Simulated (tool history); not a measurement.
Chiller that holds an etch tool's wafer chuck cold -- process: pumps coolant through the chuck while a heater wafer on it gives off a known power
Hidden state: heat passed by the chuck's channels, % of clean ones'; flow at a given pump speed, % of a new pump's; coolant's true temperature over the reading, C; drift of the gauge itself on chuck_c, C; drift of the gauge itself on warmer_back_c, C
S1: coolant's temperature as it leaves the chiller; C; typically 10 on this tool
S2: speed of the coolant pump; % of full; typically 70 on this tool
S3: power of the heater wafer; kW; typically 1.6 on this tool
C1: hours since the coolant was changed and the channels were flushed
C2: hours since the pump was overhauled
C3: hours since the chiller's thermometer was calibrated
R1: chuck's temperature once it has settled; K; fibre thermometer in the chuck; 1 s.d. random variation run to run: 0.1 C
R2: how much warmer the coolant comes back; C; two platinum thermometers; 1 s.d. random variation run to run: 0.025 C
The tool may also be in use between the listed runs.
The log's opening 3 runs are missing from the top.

run	hour	S1	S2	S3	C1	C2	C3	R1	R2
4	122.5	10	70	1.6	5483	997	1622	304.15	4.1
5	169.3	10	70	1.6	5530	1043	1669	304.25	4.09
6	212.5	10	70	1.6	5573	1087	1712	304.15	4.1
7	275.7	4	70	1.6	5636	1150	1775	298.25	4.13
8	307.9	0	70	1.6	5668	1182	1807	294.25	4.12
9	343.2	0	70	2.168	5703	1217	1843	301.65	5.64
# hour 347.9: chiller's thermometer calibrated
10	370.1	0	70	2.168	5729	1243	22	301.95	5.64
11	422.9	0	70	1.457	5782	1296	75	292.35	3.78
12	456.6	0	70	1.457	5816	1330	109	292.45	3.82
13	492.6	0	70	1.457	5852	1366	145	292.35	3.76
14	544.1	10	70	1.6	5903	1417	196	304.35	4.11
# hour 566.2: chiller's thermometer calibrated, once more
15	584.7	10	63	1.6	5943	1457	19	306.35	4.65
16	618.8	10	63	1.6	5977	1491	53	306.35	4.69
17	663.5	10	86	1.505	6022	1536	97	300.55	3.11
18	703.3	11	78	0.811	6062	1575	137	294.35	1.87
19	743.4	11	78	0.811	6102	1615	177	294.15	1.89
20	806	10	66	1.043	6164	1678	240	297.95	2.92

Run 21 comes next. What will it give?
21	844.5	10	66	1.043	6203	1717	278	?	?

R1: 298.15 K
R2: 2.91 C
Were there no unlogged condition in the tool, this run, its random variation unchanged, would have produced R1 295.55 K, R2 2.86 C.

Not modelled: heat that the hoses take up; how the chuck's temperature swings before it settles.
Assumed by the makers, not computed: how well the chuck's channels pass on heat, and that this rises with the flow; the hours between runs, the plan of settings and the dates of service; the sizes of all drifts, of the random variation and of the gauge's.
